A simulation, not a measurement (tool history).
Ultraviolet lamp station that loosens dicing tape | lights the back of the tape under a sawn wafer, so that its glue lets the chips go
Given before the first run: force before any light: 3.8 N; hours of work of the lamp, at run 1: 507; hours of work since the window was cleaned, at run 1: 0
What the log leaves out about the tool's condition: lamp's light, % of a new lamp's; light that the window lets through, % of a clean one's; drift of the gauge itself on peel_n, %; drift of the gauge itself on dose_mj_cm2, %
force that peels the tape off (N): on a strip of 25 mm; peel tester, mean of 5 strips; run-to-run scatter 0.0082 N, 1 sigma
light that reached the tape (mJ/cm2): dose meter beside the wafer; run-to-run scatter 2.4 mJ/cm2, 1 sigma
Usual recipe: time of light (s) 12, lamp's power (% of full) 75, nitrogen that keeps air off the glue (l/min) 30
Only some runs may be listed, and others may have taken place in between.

run    hour  time of light (s)  lamp's power (% of full)  nitrogen that keeps air off the glue (l/min)  hours of work of the lamp  hours of work since the window was cleaned  force that peels the tape off (N)  light that reached the tape (mJ/cm2)
  1       0                 12                        75                                            30                        507                                           0                              0.465                                   215
  2    42.6                 12                        75                                            30                        533                                          26                              0.463                                   208
  3   100.3                 12                        75                                            30                        568                                          60                              0.489                                   202
  4   156.5                 12                        75                                            30                        601                                          94                              0.514                                   196
  5   235.5                 12                        75                                            30                        649                                         141                              0.537                                   183
  6   325.6                  7                        75                                            30                        703                                         195                              1.269                                   103
  7   377.4                 12                        75                                            30                        734                                         227                              0.657                                   169
      444.3  -- window cleaned of glue's vapour
  8   461.7                 12                        75                                            30                        784                                          10                              0.753                                   146
  9   525.4                 12                        75                                            30                        823                                          49                              0.823                                   142
      608.3  -- window cleaned of glue's vapour, once more
 10   615.3                  7                        91                                            48                        876                                           4                              0.774                                   123
 11   670.5                  7                        60                                            21                        909                                          37                              1.779                                    77
      751.2  -- lamp changed
 12   764.1                  7                        60                                            21                          8                                          93                              1.285                                   112
 13   814.6                  7                        60                                            21                         38                                         123                              1.301                                   116
 14     887                  9                        60                                            14                         82                                         167                              1.248                                   138
 15   943.6                 16                        73                                            30                        115                                         201                              0.307                                   280
 16  1034.3                 16                        73                                            30                        170                                         255                              0.323                                   264
     1052.9  -- window cleaned of glue's vapour
 17  1115.1                  9                        73                                            11                        218                                          37                               1.09                                   173

Branching from run 17: 5 alternative next runs. What would each branch give?
  A  1188.4                 12                        75                                            14                        262                                          81                                  ?                                     ?
  B  1188.4                 12                        65                                             9                        262                                          81                                  ?                                     ?
  C  1188.4                 12                        93                                            14                        262                                          81                                  ?                                     ?
  D  1188.4                 14                        61                                            21                        262                                          81                                  ?                                     ?
  E  1188.4                 12                        64                                            30                        262                                          81                                  ?                                     ?

run  force that peels the tape off (N)  light that reached the tape (mJ/cm2)
  A                              0.691                                   223
  B                              0.988                                   192
  C                              0.471                                   277
  D                              0.556                                   211
  E                              0.532                                   189
Without the tool's hidden state the same runs would have given:
run  force that peels the tape off (N)  light that reached the tape (mJ/cm2)
  A                              0.533                                   265
  B                              0.789                                   229
  C                               0.36                                   329
  D                              0.424                                   251
  E                              0.405                                   225

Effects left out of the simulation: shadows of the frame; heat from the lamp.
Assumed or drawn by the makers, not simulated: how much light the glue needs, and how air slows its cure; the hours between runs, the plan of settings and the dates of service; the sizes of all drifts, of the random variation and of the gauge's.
